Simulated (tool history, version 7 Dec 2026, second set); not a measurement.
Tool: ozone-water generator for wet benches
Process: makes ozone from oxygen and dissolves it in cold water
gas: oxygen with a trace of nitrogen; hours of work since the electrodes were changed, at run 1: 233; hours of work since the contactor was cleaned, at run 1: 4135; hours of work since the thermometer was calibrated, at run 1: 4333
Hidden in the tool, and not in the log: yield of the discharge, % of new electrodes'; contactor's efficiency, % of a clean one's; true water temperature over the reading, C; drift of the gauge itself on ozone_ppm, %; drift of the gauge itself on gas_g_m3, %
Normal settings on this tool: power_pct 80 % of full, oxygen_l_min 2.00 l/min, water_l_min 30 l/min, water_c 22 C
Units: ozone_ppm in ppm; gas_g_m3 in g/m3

| run | day | power_pct | oxygen_l_min | water_l_min | water_c | hours of work since the electrodes were changed | hours of work since the contactor was cleaned | hours of work since the thermometer was calibrated | ozone_ppm | gas_g_m3 |
|---|---|---|---|---|---|---|---|---|---|---|
| 1 | 0.000 | 80 | 2.00 | 30 | 22 | 233 | 4135 | 4333 | 13.5 | 294.8 |
| 2 | 1.104 | 80 | 2.00 | 30 | 22 | 254 | 4156 | 4354 | 13.7 | 299.1 |
| 3 | 3.408 | 80 | 2.00 | 30 | 22 | 297 | 4199 | 4397 | 13.3 | 297.4 |
| 4 | 4.496 | 80 | 2.00 | 30 | 22 | 318 | 4219 | 4417 | 13.5 | 299.5 |
| 5 | 6.392 | 80 | 1.84 | 30 | 22 | 353 | 4255 | 4453 | 13.6 | 318.0 |
| 6 | 7.829 | 80 | 2.00 | 30 | 22 | 380 | 4282 | 4480 | 13.8 | 300.3 |
| 7 | 8.846 | 80 | 2.00 | 30 | 19 | 400 | 4301 | 4499 | 13.6 | 301.5 |
| 8 | 9.896 | 80 | 2.00 | 30 | 19 | 419 | 4321 | 4519 | 13.6 | 300.7 |
| 9 | 11.517 | 80 | 2.00 | 30 | 19 | 450 | 4351 | 4549 | 13.9 | 302.4 |
| 10 | 13.392 | 80 | 2.00 | 30 | 19 | 485 | 4386 | 4585 | 14.0 | 302.9 |
| 11 | 15.512 | 80 | 2.00 | 30 | 19 | 525 | 4426 | 4624 | 13.9 | 300.6 |
| 12 | 16.842 | 80 | 2.00 | 30 | 19 | 550 | 4451 | 4649 | 13.8 | 305.5 |
| 13 | 18.683 | 80 | 2.00 | 30 | 19 | 584 | 4486 | 4684 | 13.8 | 306.4 |
| 14 | 20.788 | 70 | 3.09 | 19 | 14 | 624 | 4525 | 4723 | 20.8 | 210.2 |
|  | 22.546 | water thermometer calibrated |
| 15 | 22.546 | 47 | 1.33 | 30 | 22 | 656 | 4558 | 0 | 9.5 | 299.1 |
| 16 | 24.725 | 80 | 2.08 | 43 | 22 | 697 | 4599 | 41 | 9.7 | 299.7 |

For run 17, what comes out?
| 17 | 26.092 | 51 | 2.02 | 43 | 22 | 723 | 4625 | 67 | ? | ? |

Run 17 measured ozone_ppm 7.4 ppm, gas_g_m3 235.7 g/m3.
On a tool with no hidden condition, and with the same random variation, this run would have come out at ozone_ppm 7.4 ppm, gas_g_m3 229.7 g/m3.
